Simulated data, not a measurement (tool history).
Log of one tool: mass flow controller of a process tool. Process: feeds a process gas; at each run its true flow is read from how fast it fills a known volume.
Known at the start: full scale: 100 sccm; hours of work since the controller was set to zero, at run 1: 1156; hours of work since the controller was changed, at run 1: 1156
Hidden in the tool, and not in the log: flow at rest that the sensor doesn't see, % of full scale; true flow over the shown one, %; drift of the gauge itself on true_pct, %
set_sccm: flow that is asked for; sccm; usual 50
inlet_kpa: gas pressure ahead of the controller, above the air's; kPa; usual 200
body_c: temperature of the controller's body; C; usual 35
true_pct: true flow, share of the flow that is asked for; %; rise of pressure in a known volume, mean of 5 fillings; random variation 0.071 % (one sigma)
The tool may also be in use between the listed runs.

run	hour	set_sccm	inlet_kpa	body_c	hours of work since the controller was set to zero	hours of work since the controller was changed	true_pct
1	0	50	200	35	1156	1156	100
2	49.3	50	200	35	1189	1189	99.99
3	149.2	50	200	35	1257	1257	100
4	238.9	50	200	20	1318	1318	98.32
5	319	50	200	35	1372	1372	100.14
6	430.9	48	200	38	1448	1448	100.28
# hour 439.4: controller's zero set anew
7	514.1	24	236	20	51	1504	96.5
8	602.1	24	236	20	110	1563	96.53
9	714.7	30	200	32	187	1640	98.53
10	779.8	30	200	32	231	1684	98.56

5 ways to go on from here, each from the tool as it stands after run 10. What would each give?
A	867.3	50	200	21	290	1743	?
B	867.3	45	254	26	290	1743	?
C	867.3	19	200	32	290	1743	?
D	867.3	30	227	32	290	1743	?
E	867.3	25	200	27	290	1743	?

run	true_pct
A	98.46
B	98.31
C	97.51
D	98.41
E	97.55
Without the tool's hidden state the same runs would have given:
run	true_pct
A	98.49
B	98.43
C	98.89
D	98.99
E	98.41

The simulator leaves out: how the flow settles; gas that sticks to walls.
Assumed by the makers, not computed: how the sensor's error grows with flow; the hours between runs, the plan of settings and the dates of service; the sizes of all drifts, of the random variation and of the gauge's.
